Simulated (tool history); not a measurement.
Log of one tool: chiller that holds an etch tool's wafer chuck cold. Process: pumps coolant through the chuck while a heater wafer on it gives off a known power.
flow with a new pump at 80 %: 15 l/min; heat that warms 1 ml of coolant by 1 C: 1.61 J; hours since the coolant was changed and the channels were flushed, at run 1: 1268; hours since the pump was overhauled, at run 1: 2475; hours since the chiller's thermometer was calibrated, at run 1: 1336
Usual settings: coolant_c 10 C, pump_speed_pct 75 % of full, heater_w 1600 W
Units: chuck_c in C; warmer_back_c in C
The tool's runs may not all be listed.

run    hour  coolant_c  pump_speed_pct  heater_w  hours since the coolant was changed and the channels were flushed  hours since the pump was overhauled  hours since the chiller's thermometer was calibrated  chuck_c  warmer_back_c
  1     0.0         10              75      1600                                                               1268                                 2475                                                  1336     26.5           4.23
  2    47.0         10              75      1600                                                               1315                                 2522                                                  1383     26.5           4.23
  3    94.8         10              75      1600                                                               1362                                 2570                                                  1431     26.3           4.24
  4   157.2         10              75      1600                                                               1425                                 2633                                                  1493     26.6           4.21
  5   212.7         10              75      1600                                                               1480                                 2688                                                  1549     26.7           4.13
  6   276.4         10              75      2363                                                               1544                                 2752                                                  1613     34.4           6.15
  7   343.3         10              75      2363                                                               1611                                 2819                                                  1679     34.4           6.12
  8   415.4         10              75      2363                                                               1683                                 2891                                                  1752     34.4           6.15
  9   467.6         10              75      2363                                                               1735                                 2943                                                  1804     34.4           6.08
 10   537.6         10              75      2363                                                               1805                                 3013                                                  1874     34.4           6.12
 11   570.4         10              75      2363                                                               1838                                 3046                                                  1907     34.5           6.12
 12   651.6         10              75      2363                                                               1919                                 3127                                                  1988     34.3           6.07
 13   701.3         10              75      1103                                                               1969                                 3177                                                  2038     21.3           2.78
 14   764.9         10              95      1600                                                               2032                                 3240                                                  2101     23.9           3.16
 15   812.6         18              75      1882                                                               2080                                 3288                                                  2149     37.6           4.76
 16   869.0          8              62      1327                                                               2137                                 3344                                                  2205     23.9           4.01
 17   939.2          8              62      1327                                                               2207                                 3415                                                  2275     23.9           3.91
      953.3  -- chiller's thermometer calibrated
 18   989.0          5              91      1304                                                               2256                                 3463                                                    36     16.8           2.67
 19  1025.6          5              66      1066                                                               2292                                 3500                                                    72     17.0           2.88
 20  1068.5         10              62      1600                                                               2335                                 3543                                                   115     29.0           4.81
 21  1113.9         10              62      1600                                                               2380                                 3588                                                   161     29.1           4.74
 22  1156.9          3              95      1801                                                               2423                                 3631                                                   204     18.8           3.47
 23  1190.6          4              80       852                                                               2457                                 3665                                                   237     12.6           1.82
 24  1231.9          5              67      2215                                                               2498                                 3706                                                   279     29.9           6.20
 25  1278.0          5              67      2215                                                               2545                                 3752                                                   325     30.0           6.21
 26  1353.9          1              67      2215                                                               2620                                 3828                                                   401     25.9           6.13
 27  1427.8         13              79      1550                                                               2694                                 3902                                                   474     28.5           3.54
 28  1463.9         13              79      1550                                                               2730                                 3938                                                   511     28.5           3.56

5 ways to go on from here, each from the tool as it stands after run 28. What would each give?
  A  1510.9          4              87      2208                                                               2777                                 3985                                                   558        ?              ?
  B  1510.9         16              80      1746                                                               2777                                 3985                                                   558        ?              ?
  C  1510.9         13              79      1071                                                               2777                                 3985                                                   558        ?              ?
  D  1510.9         13              90      1550                                                               2777                                 3985                                                   558        ?              ?
  E  1510.9         13              79       936                                                               2777                                 3985                                                   558        ?              ?

run  chuck_c  warmer_back_c
  A     24.4           4.73
  B     33.3           4.00
  C     23.6           2.26
  D     27.2           3.09
  E     22.4           1.91
Without the tool's hidden state the same runs would have given:
run  chuck_c  warmer_back_c
  A     24.4           5.10
  B     33.3           4.38
  C     23.6           2.64
  D     27.2           3.47
  E     22.3           2.29
